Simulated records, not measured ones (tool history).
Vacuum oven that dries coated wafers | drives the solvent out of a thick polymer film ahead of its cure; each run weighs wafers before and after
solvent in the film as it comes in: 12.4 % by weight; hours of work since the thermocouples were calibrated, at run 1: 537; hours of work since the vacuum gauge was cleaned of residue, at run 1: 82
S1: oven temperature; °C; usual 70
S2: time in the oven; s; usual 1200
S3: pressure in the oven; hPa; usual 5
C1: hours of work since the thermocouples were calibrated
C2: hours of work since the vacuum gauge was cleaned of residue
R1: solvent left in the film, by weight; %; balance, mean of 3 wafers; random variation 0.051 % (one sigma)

{"run": 1, "day": 0.0, "S1": 70, "S2": 1200, "S3": 5, "C1": 537, "C2": 82, "R1": 0.91}
{"run": 2, "day": 0.417, "S1": 70, "S2": 1200, "S3": 5, "C1": 541, "C2": 87, "R1": 0.91}
{"run": 3, "day": 0.708, "S1": 70, "S2": 1200, "S3": 5, "C1": 544, "C2": 90, "R1": 0.9}
{"run": 4, "day": 1.279, "S1": 70, "S2": 1200, "S3": 8.39, "C1": 550, "C2": 96, "R1": 1.04}
{"run": 5, "day": 1.883, "S1": 70, "S2": 1200, "S3": 8.39, "C1": 557, "C2": 103, "R1": 1.13}
{"run": 6, "day": 2.538, "S1": 70, "S2": 1200, "S3": 8.39, "C1": 564, "C2": 110, "R1": 1.06}
{"run": 7, "day": 3.158, "S1": 70, "S2": 1200, "S3": 8.39, "C1": 570, "C2": 116, "R1": 1.14}
{"run": 8, "day": 3.738, "S1": 70, "S2": 1200, "S3": 8.39, "C1": 577, "C2": 122, "R1": 1.05}
{"run": 9, "day": 4.192, "S1": 70, "S2": 1200, "S3": 8.39, "C1": 581, "C2": 127, "R1": 1.09}
{"run": 10, "day": 4.633, "S1": 70, "S2": 1380, "S3": 5, "C1": 586, "C2": 132, "R1": 0.74}
{"run": 11, "day": 4.946, "S1": 76, "S2": 1620, "S3": 5, "C1": 589, "C2": 135, "R1": 0.42}
{"run": 12, "day": 5.375, "S1": 62, "S2": 1260, "S3": 12.07, "C1": 594, "C2": 140, "R1": 2.66}
{"run": 13, "day": 5.683, "S1": 70, "S2": 720, "S3": 3.56, "C1": 597, "C2": 143, "R1": 2.04}
{"run": 14, "day": 6.271, "S1": 75, "S2": 1380, "S3": 9.11, "C1": 604, "C2": 149, "R1": 0.53}
{"run": 15, "day": 6.662, "S1": 66, "S2": 1440, "S3": 2.83, "C1": 608, "C2": 154, "R1": 1.01}
{"run": 16, "day": 7.012, "S1": 69, "S2": 1800, "S3": 2.52, "C1": 612, "C2": 157, "R1": 0.48}
{"run": 17, "day": 7.35, "S1": 69, "S2": 1800, "S3": 2.52, "C1": 615, "C2": 161, "R1": 0.44}

The next listed run, before its measurement:
{"run": 18, "day": 7.679, "S1": 70, "S2": 960, "S3": 5, "C1": 619, "C2": 164, "R1": "?"}

Run 18 gave R1 1.35 %.
Without the tool's hidden state the same run would have given R1 1.27 %.
